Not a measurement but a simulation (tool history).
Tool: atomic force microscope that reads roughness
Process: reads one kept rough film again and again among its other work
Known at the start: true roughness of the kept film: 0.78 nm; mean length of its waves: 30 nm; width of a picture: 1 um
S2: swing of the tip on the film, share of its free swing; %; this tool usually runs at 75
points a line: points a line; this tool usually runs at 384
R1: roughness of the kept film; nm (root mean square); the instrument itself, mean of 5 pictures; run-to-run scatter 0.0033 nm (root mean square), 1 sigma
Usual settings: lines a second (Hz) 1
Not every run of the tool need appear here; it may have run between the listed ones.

run 1 hour=0 | lines_a_second_(Hz)=1 S2=75 points_a_line=384 | R1=0.697
-- hour=15.9 new tip fitted
run 2 hour=22 | lines_a_second_(Hz)=1 S2=75 points_a_line=384 | R1=0.722
run 3 hour=44.7 | lines_a_second_(Hz)=1 S2=75 points_a_line=384 | R1=0.719
run 4 hour=57.1 | lines_a_second_(Hz)=1 S2=75 points_a_line=384 | R1=0.72
run 5 hour=80.5 | lines_a_second_(Hz)=1 S2=75 points_a_line=384 | R1=0.715
run 6 hour=108 | lines_a_second_(Hz)=0.51 S2=75 points_a_line=384 | R1=0.721
run 7 hour=122.3 | lines_a_second_(Hz)=1 S2=75 points_a_line=384 | R1=0.707
run 8 hour=137.4 | lines_a_second_(Hz)=1 S2=75 points_a_line=384 | R1=0.703
run 9 hour=162.1 | lines_a_second_(Hz)=1 S2=75 points_a_line=659 | R1=0.698
run 10 hour=177.9 | lines_a_second_(Hz)=1 S2=75 points_a_line=659 | R1=0.699
run 11 hour=192.5 | lines_a_second_(Hz)=1 S2=75 points_a_line=384 | R1=0.693
-- hour=195.4 new tip fitted
run 12 hour=217.8 | lines_a_second_(Hz)=1 S2=62 points_a_line=384 | R1=0.739
run 13 hour=230.2 | lines_a_second_(Hz)=1.58 S2=75 points_a_line=929 | R1=0.707
run 14 hour=244.7 | lines_a_second_(Hz)=0.99 S2=70 points_a_line=457 | R1=0.719
run 15 hour=258.7 | lines_a_second_(Hz)=0.67 S2=59 points_a_line=376 | R1=0.733
run 16 hour=275.1 | lines_a_second_(Hz)=0.87 S2=73 points_a_line=264 | R1=0.718
run 17 hour=291.9 | lines_a_second_(Hz)=3.64 S2=82 points_a_line=370 | R1=0.609
run 18 hour=314.1 | lines_a_second_(Hz)=0.62 S2=55 points_a_line=912 | R1=0.729
run 19 hour=334.5 | lines_a_second_(Hz)=3.65 S2=57 points_a_line=1022 | R1=0.695
run 20 hour=364 | lines_a_second_(Hz)=3.65 S2=57 points_a_line=1022 | R1=0.692
-- hour=374.3 new tip fitted
run 21 hour=391.6 | lines_a_second_(Hz)=3.65 S2=57 points_a_line=1022 | R1=0.723
run 22 hour=410.5 | lines_a_second_(Hz)=2.83 S2=58 points_a_line=568 | R1=0.714

What will run 23 give?
run 23 hour=437.8 | lines_a_second_(Hz)=2.83 S2=58 points_a_line=568 | R1=?

Run 23 yielded R1 0.714 nm (root mean square).
Take away the tool's hidden state, keep the run-to-run variation as it was, and the same run would have given R1 0.731 nm (root mean square).

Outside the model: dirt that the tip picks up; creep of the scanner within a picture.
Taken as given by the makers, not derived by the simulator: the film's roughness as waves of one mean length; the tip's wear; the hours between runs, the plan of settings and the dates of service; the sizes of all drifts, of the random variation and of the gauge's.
